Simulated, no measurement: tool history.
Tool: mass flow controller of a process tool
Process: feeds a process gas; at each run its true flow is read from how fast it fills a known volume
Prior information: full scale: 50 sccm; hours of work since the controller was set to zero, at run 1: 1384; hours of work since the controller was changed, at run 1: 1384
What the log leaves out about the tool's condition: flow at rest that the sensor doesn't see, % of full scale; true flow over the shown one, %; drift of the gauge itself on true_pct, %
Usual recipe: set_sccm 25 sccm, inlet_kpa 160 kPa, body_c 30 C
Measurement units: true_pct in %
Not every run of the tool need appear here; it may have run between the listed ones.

run,hour,set_sccm,inlet_kpa,body_c,hours of work since the controller was set to zero,hours of work since the controller was changed,true_pct
1,0.0,25,160,30,1384,1384,100.92
2,238.3,25,160,30,1485,1485,100.96
3,457.6,25,160,30,1578,1578,101.04
4,646.4,7,160,30,1658,1658,101.45
5,938.7,7,160,30,1782,1782,101.68
6,1275.0,7,160,30,1924,1924,101.80
7,1492.4,7,160,30,2016,2016,101.91
8,1640.6,7,160,30,2079,2079,102.04
9,1791.4,7,160,30,2143,2143,102.02
10,1941.6,7,160,30,2207,2207,102.13
11,2119.2,7,160,30,2282,2282,102.26
12,2368.4,7,170,30,2388,2388,102.30
13,2530.1,7,170,30,2456,2456,102.40
14,2849.5,7,172,25,2592,2592,102.19
15,3180.3,25,205,30,2732,2732,101.67
16,3389.9,25,205,30,2821,2821,101.86
17,3686.8,25,205,30,2947,2947,101.94
18,3939.3,25,205,30,3054,3054,102.03
19,4109.5,25,205,30,3126,3126,102.13
20,4282.1,25,275,30,3199,3199,101.71
21,4550.0,17,208,38,3313,3313,103.00
22,4798.7,17,208,38,3418,3418,103.12
23,5096.5,25,258,30,3544,3544,102.15

5 options for the next run, each taken on its own from the tool as it stands now. Forecast them:
A,5248.7,25,160,25,3609,3609,?
B,5248.7,21,245,20,3609,3609,?
C,5248.7,32,245,20,3609,3609,?
D,5248.7,25,199,30,3609,3609,?
E,5248.7,9,232,25,3609,3609,?

run,true_pct
A,102.22
B,101.52
C,101.39
D,102.50
E,102.56
With the hidden condition removed and each run's random variation left untouched, the same runs would have given:
run,true_pct
A,99.34
B,98.50
C,98.66
D,99.62
E,98.41
